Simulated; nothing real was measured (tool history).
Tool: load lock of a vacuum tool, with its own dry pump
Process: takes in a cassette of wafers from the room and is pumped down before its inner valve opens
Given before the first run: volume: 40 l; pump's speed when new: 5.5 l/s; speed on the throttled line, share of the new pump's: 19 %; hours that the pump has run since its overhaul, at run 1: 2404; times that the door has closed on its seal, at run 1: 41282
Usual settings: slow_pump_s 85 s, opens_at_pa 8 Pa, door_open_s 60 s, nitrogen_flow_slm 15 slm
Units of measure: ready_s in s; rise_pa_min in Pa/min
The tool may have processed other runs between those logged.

run,day,slow_pump_s,opens_at_pa,door_open_s,nitrogen_flow_slm,hours that the pump has run since its overhaul,times that the door has closed on its seal,"incoming humidity of the room's air, %",ready_s,rise_pa_min
1,0,85,8,60,15,2404,41282,48.8,138.1,0.106
2,2.504,85,8,60,15,2464,41576,43.6,138,0.106
3,8.358,85,7,60,15,2605,42262,46.5,139.1,0.109
4,11.325,85,8,60,15,2676,42610,42.6,138.7,0.106
5,13.958,102,8,60,15,2739,42920,46.4,151.8,0.113
6,18.275,102,8,60,15,2843,43426,46.2,152.1,0.111
7,20.933,102,8,60,15,2907,43738,44.6,152,0.115
8,26.821,102,8,60,15,3048,44428,45.8,151.9,0.112
9,32.379,102,8,60,15,3181,45080,45.5,152.3,0.118
10,36.35,102,8,60,15,3277,45546,46.7,152.3,0.121
11,41.983,102,8,60,15,3412,46208,44.8,152,0.12
12,47.092,102,8,60,15,3534,46807,44.8,152.1,0.122
13,52.679,102,8,60,15,3669,47462,45,152.3,0.128
14,56.488,102,8,60,15,3760,47909,46.6,151.7,0.124
15,60.525,102,8,60,15,3857,48383,41.2,152.3,0.12
16,65.904,102,7,60,9,3986,49014,46.1,153.1,0.136
17,71.258,85,11,60,15,4114,49642,44.2,135.8,0.127
18,74.779,73,15,26,15,4199,50055,43,123.9,0.123
19,77.575,85,8,60,4,4266,50383,43.5,138.6,0.143
20,81.921,85,8,60,7,4370,50893,40.4,138.9,0.135
21,86.958,85,8,60,7,4491,51484,48.5,138.4,0.143
22,92.221,83,9,60,15,4617,52101,46.8,136.6,0.139
23,96.071,85,8,26,15,4710,52553,41.2,138.9,0.124
24,101.867,85,10,85,4,4849,53233,41.7,137.1,0.144
25,104.9,85,10,60,13,4922,53589,41.7,137.1,0.141
26,108.712,79,14,54,15,5013,54036,44.1,129.3,0.143
27,112.979,85,12,195,15,5116,54537,48.4,135.9,0.174
28,117.188,85,12,195,15,5217,55031,39.4,136.2,0.163
29,122.15,85,12,195,15,5336,55613,49.1,134.8,0.169

Consider 3 possible next runs. They are alternatives, not a sequence: every one starts from the tool as it was left by run 29. What does each give?
A,125.025,85,11,195,5,5405,55950,47.2,?,?
B,125.025,43,12,64,15,5405,55950,45.7,?,?
C,125.025,51,8,60,6,5405,55950,45.1,?,?

run,ready_s,rise_pa_min
A,136.1,0.196
B,102,0.152
C,111.8,0.159
With the hidden condition removed and each run's random variation left untouched, the same runs would have given:
run,ready_s,rise_pa_min
A,134.8,0.081
B,100.3,0.038
C,110.2,0.044
